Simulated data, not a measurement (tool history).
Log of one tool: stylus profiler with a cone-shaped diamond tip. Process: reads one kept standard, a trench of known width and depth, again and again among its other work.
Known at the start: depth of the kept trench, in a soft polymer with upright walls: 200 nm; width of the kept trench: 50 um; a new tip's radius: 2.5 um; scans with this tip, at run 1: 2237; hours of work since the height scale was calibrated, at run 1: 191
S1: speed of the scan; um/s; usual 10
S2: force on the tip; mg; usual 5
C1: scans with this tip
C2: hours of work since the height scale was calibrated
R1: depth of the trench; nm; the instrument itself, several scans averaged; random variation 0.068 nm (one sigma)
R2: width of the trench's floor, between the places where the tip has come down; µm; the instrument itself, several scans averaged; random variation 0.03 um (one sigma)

run	hour	S1	S2	C1	C2	R1	R2
1	0	10	5	2237	191	204.39	47.73
2	56.3	10	5	2520	215	204.33	47.71
3	115.9	10	5	2818	241	204.36	47.64
4	147.3	10	5	2976	254	204.31	47.61
5	188.7	3	5	3183	272	204.35	47.54
6	235.8	3	2.4	3419	292	202.78	47.56
7	269.5	3	2.4	3588	307	202.84	47.54
8	325.7	3	2.4	3870	331	202.79	47.51
9	357.5	15	2.4	4029	345	202.88	47.46
10	403.1	15	2.4	4258	364	202.84	47.4
11	433	15	2.4	4408	377	202.93	47.39
12	489	10	5	4688	401	204.5	47.36
13	535	10	6.98	4919	421	205.56	47.39
14	594.8	10	6.98	5219	446	205.51	47.31
15	646.1	8	5	5476	468	204.52	47.33
16	682.6	8	5	5659	484	204.38	47.29
17	721.4	8	5	5853	500	204.67	47.31
18	782.2	3	5	6158	527	204.45	47.28
19	841.3	3	5	6454	552	204.49	47.24
20	875.8	3	5	6627	567	204.62	47.18
21	909.5	37	5	6796	581	204.47	47.1
22	955.9	10	5	7029	601	204.54	47.13
23	1003.3	10	5	7266	621	204.69	47.12
24	1060.8	5	9.56	7554	646	206.87	47.14
25	1105.6	5	7.59	7779	665	206.04	47.04
26	1162.5	20	11.58	8064	689	207.67	47.01
27	1221.9	20	11.58	8361	715	207.76	47
28	1259.8	6	5.39	8551	731	204.79	46.96
29	1313.7	14	6.7	8822	754	205.48	46.93
30	1368	2	1.84	9094	777	202.66	46.96
31	1399.3	2	1.84	9250	791	202.55	46.89
32	1433.4	11	5	9421	806	204.62	46.87
33	1494.6	10	2.21	9728	832	202.95	46.85
34	1534.4	10	2.21	9928	849	202.98	46.84
35	1565.5	10	2.21	10084	862	203	46.8
36	1622.4	5	4.66	10369	887	204.53	46.76
37	1670.9	5	4.66	10612	907	204.56	46.75
38	1713.5	4	8.21	10826	926	206.31	46.7
39	1745.8	4	8.21	10987	939	206.31	46.72
40	1789	7	3.51	11204	958	203.8	46.71
41	1829.8	2	2.15	11408	975	202.97	46.66
42	1859	7	5	11555	988	204.8	46.68
43	1889.8	17	10.58	11709	1001	207.45	46.62
44	1919.2	17	10.58	11856	1014	207.48	46.68
45	1945.7	22	4.84	11989	1025	204.79	46.64
46	1997.5	37	8.92	12249	1047	206.73	46.59

Forecast each of these 5 alternatives for the next run:
A	2043.9	37	3.63	12482	1067	?	?
B	2043.9	37	4.77	12482	1067	?	?
C	2043.9	32	2.97	12482	1067	?	?
D	2043.9	3	3.85	12482	1067	?	?
E	2043.9	10	6.25	12482	1067	?	?

run	R1	R2
A	204.06	46.55
B	204.58	46.5
C	203.62	46.51
D	204.03	46.62
E	205.58	46.62
Without the tool's hidden state the same runs would have given:
run	R1	R2
A	203.41	47.99
B	203.93	47.93
C	202.97	47.95
D	203.38	48.06
E	204.92	48.05
